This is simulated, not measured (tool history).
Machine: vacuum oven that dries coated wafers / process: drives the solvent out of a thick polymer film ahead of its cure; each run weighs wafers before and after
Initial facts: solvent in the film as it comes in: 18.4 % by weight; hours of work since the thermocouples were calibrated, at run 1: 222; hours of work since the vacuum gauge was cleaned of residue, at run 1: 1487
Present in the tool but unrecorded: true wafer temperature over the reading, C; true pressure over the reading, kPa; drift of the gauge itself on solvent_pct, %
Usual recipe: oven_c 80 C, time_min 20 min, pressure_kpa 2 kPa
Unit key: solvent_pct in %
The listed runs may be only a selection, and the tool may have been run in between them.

run	hour	oven_c	time_min	pressure_kpa	hours of work since the thermocouples were calibrated	hours of work since the vacuum gauge was cleaned of residue	solvent_pct
1	0	80	20	2	222	1487	1.44
2	117	80	20	2	301	1566	1.44
3	228	80	16	2	376	1641	2.11
4	330.1	80	16	2	445	1710	2.13
5	436.7	80	20	2	517	1782	1.44
6	537.7	80	20	2	585	1851	1.43
7	611.6	80	20	2	635	1901	1.4
8	727.9	80	20	1.19	714	1979	1.23
9	775.9	80	20	1.19	746	2011	1.26
10	854	80	20	1.19	799	2064	1.24
11	907.8	80	20	1.19	835	2101	1.21
12	1007.4	80	30	2	903	2168	0.77
13	1088.3	80	20	2	957	2222	1.43
# hour 1158.7: vacuum gauge cleaned of residue and calibrated
14	1206.8	80	20	2	1036	32	1.43
15	1258.2	92	20	2	1071	67	0.38
16	1340.2	92	20	2	1126	123	0.38
17	1387.8	92	20	2	1158	155	0.41
18	1463.5	91	20	2	1209	206	0.41
19	1561.5	66	20	2	1276	272	5.21
20	1621.5	80	20	2	1316	313	1.42
21	1691.5	80	20	2	1363	360	1.41
22	1745.2	94	20	2	1400	396	0.35
23	1795.9	94	20	2	1434	430	0.35
24	1892.2	92	10	3.5	1499	495	1.55
25	1979.7	92	10	3.5	1558	554	1.54
26	2060.2	92	10	3.5	1613	609	1.55
27	2115.1	92	10	3.5	1650	646	1.53
28	2182.9	67	34	2.68	1695	692	2.79
# hour 2273.7: oven's thermocouples calibrated
29	2275.4	80	20	3.49	1	753	1.82
30	2351.5	80	20	3.49	53	804	1.81
31	2451.3	82	20	3.49	120	872	1.48
32	2539.5	82	20	3.49	179	931	1.48
33	2630	91	20	2.09	241	992	0.44
34	2680.9	91	20	2.09	275	1027	0.46
35	2765.5	82	30	1.11	332	1084	0.43
36	2868.8	80	11	4.45	402	1154	4.22
37	2986.3	80	20	2.6	481	1233	1.58
38	3076.4	80	13	2.6	542	1294	3.08
39	3134.5	95	17	2	581	1333	0.33
40	3218.5	85	29	6.56	638	1390	1.49
41	3303.9	80	24	7.01	696	1447	2.33
42	3359.2	80	24	2.57	733	1485	1.19
43	3408.3	80	22	1.52	766	1518	1.12
44	3484.9	80	22	1.52	818	1570	1.09

Branching from run 44: 3 alternative next runs. What would each branch give?
A	3581.7	70	33	2.65	883	1635	?
B	3581.7	80	22	5.49	883	1635	?
C	3581.7	80	22	1.52	883	1635	?

run	solvent_pct
A	2.19
B	2.08
C	1.15
Had the tool no hidden state, the same runs would have come out as:
run	solvent_pct
A	2.2
B	2.09
C	1.15

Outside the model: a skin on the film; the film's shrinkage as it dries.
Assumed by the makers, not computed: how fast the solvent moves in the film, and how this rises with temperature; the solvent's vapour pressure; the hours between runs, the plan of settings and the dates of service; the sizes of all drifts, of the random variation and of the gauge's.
